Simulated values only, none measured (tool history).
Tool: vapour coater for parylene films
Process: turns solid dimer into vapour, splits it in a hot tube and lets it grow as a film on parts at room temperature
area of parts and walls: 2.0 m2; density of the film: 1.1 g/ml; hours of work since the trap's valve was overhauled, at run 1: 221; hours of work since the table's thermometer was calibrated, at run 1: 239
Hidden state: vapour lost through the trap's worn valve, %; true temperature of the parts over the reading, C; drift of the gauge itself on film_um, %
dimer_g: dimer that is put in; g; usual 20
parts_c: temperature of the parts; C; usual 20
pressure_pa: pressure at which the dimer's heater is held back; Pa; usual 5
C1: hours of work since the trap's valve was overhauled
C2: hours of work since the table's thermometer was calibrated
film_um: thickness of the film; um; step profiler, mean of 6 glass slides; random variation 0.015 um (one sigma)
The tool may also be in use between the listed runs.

Run 1, hour 0: usual settings; C1 221; C2 239. Result: film_um 5.95 um.
Run 2, hour 15.4: usual settings but parts_c 21 C; C1 233; C2 251. Result: film_um 5.75 um.
Run 3, hour 22.7: usual settings; C1 239; C2 257. Result: film_um 5.93 um.
Run 4, hour 31.8: usual settings; C1 246; C2 264. Result: film_um 5.99 um.
Run 5, hour 41.4: usual settings; C1 254; C2 272. Result: film_um 5.95 um.
Run 6, hour 55.3: usual settings but dimer_g 12 g, parts_c 21 C, pressure_pa 7.72 Pa; C1 265; C2 283. Result: film_um 3.21 um.
Run 7, hour 62: usual settings but dimer_g 12 g, parts_c 21 C, pressure_pa 7.72 Pa; C1 270; C2 288. Result: film_um 3.23 um.
At hour 68.2: trap's valve overhauled.
Run 8, hour 73: usual settings but dimer_g 9 g, parts_c 28 C, pressure_pa 7.72 Pa; C1 4; C2 294. Result: film_um 1.88 um.
Run 9, hour 82.2: usual settings but dimer_g 9 g, parts_c 28 C, pressure_pa 7.72 Pa; C1 11; C2 301. Result: film_um 1.89 um.
Run 10, hour 97.3: usual settings but dimer_g 14 g, parts_c 18 C, pressure_pa 2.85 Pa; C1 23; C2 313. Result: film_um 4.95 um.

Forecast each of these 3 alternatives for the next run:
Run A, hour 105.3: usual settings but parts_c 18 C, pressure_pa 6.04 Pa; C1 29; C2 319. Result: film_um ?.
Run B, hour 105.3: usual settings but dimer_g 14 g, parts_c 14 C, pressure_pa 2.06 Pa; C1 29; C2 319. Result: film_um ?.
Run C, hour 105.3: usual settings but dimer_g 28 g, parts_c 18 C, pressure_pa 2.03 Pa; C1 29; C2 319. Result: film_um ?.

run  film_um
  A     6.24
  B     6.04
  C     10.5
Without the tool's hidden state the same runs would have given:
run  film_um
  A     6.17
  B     5.97
  C    10.39

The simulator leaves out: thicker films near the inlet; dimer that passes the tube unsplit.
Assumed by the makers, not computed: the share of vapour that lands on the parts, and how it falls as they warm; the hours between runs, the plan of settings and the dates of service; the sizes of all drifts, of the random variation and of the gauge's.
